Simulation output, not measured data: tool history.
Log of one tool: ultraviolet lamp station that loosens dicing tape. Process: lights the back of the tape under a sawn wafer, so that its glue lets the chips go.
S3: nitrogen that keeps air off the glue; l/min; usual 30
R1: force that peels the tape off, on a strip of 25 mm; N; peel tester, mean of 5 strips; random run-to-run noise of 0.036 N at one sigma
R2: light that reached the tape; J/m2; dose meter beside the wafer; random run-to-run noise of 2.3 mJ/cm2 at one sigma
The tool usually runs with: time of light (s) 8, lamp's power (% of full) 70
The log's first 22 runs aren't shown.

Run 23, hour 1037.8: usual settings. Result: R1 1.825 N, R2 2220 J/m2.
Run 24, hour 1085.9: usual settings but time of light (s) 5. Result: R1 3.366 N, R2 1420 J/m2.
Run 25, hour 1144.8: usual settings but lamp's power (% of full) 76, S3 46 l/min. Result: R1 1.258 N, R2 2390 J/m2.
Run 26, hour 1186.1: usual settings but time of light (s) 15, lamp's power (% of full) 93, S3 25 l/min. Result: R1 0.298 N, R2 5540 J/m2.
Run 27, hour 1244.9: usual settings but time of light (s) 5, lamp's power (% of full) 81, S3 14 l/min. Result: R1 4.12 N, R2 1610 J/m2.
Run 28, hour 1282.9: usual settings but time of light (s) 12, lamp's power (% of full) 75, S3 14 l/min. Result: R1 1.15 N, R2 3600 J/m2.
Run 29, hour 1324.3: usual settings but time of light (s) 12, lamp's power (% of full) 75, S3 14 l/min. Result: R1 1.173 N, R2 3610 J/m2.
Run 30, hour 1354.5: usual settings but time of light (s) 12, lamp's power (% of full) 89, S3 21 l/min. Result: R1 0.593 N, R2 4250 J/m2.
Run 31, hour 1385.1: usual settings but time of light (s) 12, lamp's power (% of full) 89, S3 21 l/min. Result: R1 0.571 N, R2 4250 J/m2.
Run 32, hour 1442: usual settings but time of light (s) 6, lamp's power (% of full) 83. Result: R1 2.139 N, R2 1990 J/m2.
Run 33, hour 1469.2: usual settings but time of light (s) 11, lamp's power (% of full) 71, S3 26 l/min. Result: R1 1.005 N, R2 3090 J/m2.
At hour 1499.5: window cleaned of glue's vapour.
Run 34, hour 1507.4: usual settings but time of light (s) 13, lamp's power (% of full) 71, S3 59 l/min. Result: R1 0.408 N, R2 3650 J/m2.
Run 35, hour 1536.2: usual settings but time of light (s) 9, lamp's power (% of full) 95, S3 36 l/min. Result: R1 0.691 N, R2 3370 J/m2.
Run 36, hour 1564: usual settings but time of light (s) 9, lamp's power (% of full) 95, S3 36 l/min. Result: R1 0.656 N, R2 3400 J/m2.
Run 37, hour 1592.3: usual settings but time of light (s) 15, lamp's power (% of full) 93, S3 17 l/min. Result: R1 0.383 N, R2 5610 J/m2.
Run 38, hour 1632.9: usual settings but time of light (s) 15, lamp's power (% of full) 93, S3 17 l/min. Result: R1 0.374 N, R2 5560 J/m2.
Run 39, hour 1685.8: usual settings but time of light (s) 6, lamp's power (% of full) 78. Result: R1 2.425 N, R2 1870 J/m2.
Run 40, hour 1732.8: usual settings but time of light (s) 9, lamp's power (% of full) 82, S3 26 l/min. Result: R1 1.136 N, R2 2960 J/m2.
Run 41, hour 1787.5: usual settings but time of light (s) 10, lamp's power (% of full) 89, S3 36 l/min. Result: R1 0.615 N, R2 3540 J/m2.
Run 42, hour 1849.2: usual settings but time of light (s) 10, lamp's power (% of full) 89, S3 14 l/min. Result: R1 1.186 N, R2 3580 J/m2.
Run 43, hour 1901: usual settings but time of light (s) 10, lamp's power (% of full) 89, S3 14 l/min. Result: R1 1.17 N, R2 3480 J/m2.
Run 44, hour 1941.4: usual settings but time of light (s) 10, lamp's power (% of full) 89, S3 14 l/min. Result: R1 1.202 N, R2 3550 J/m2.

Branching from run 44: 3 alternative next runs. What would each branch give?
Run A, hour 1972: usual settings but time of light (s) 6, lamp's power (% of full) 61, S3 54 l/min. Result: R1 ?, R2 ?.
Run B, hour 1972: usual settings but S3 31 l/min. Result: R1 ?, R2 ?.
Run C, hour 1972: usual settings but time of light (s) 14, S3 19 l/min. Result: R1 ?, R2 ?.

run     R1    R2
  A  2.729  1450
  B  1.793  2230
  C   0.75  3880
What these runs would have given with no unlogged condition in the tool:
run     R1    R2
  A  2.716  1460
  B  1.782  2240
  C  0.744  3890

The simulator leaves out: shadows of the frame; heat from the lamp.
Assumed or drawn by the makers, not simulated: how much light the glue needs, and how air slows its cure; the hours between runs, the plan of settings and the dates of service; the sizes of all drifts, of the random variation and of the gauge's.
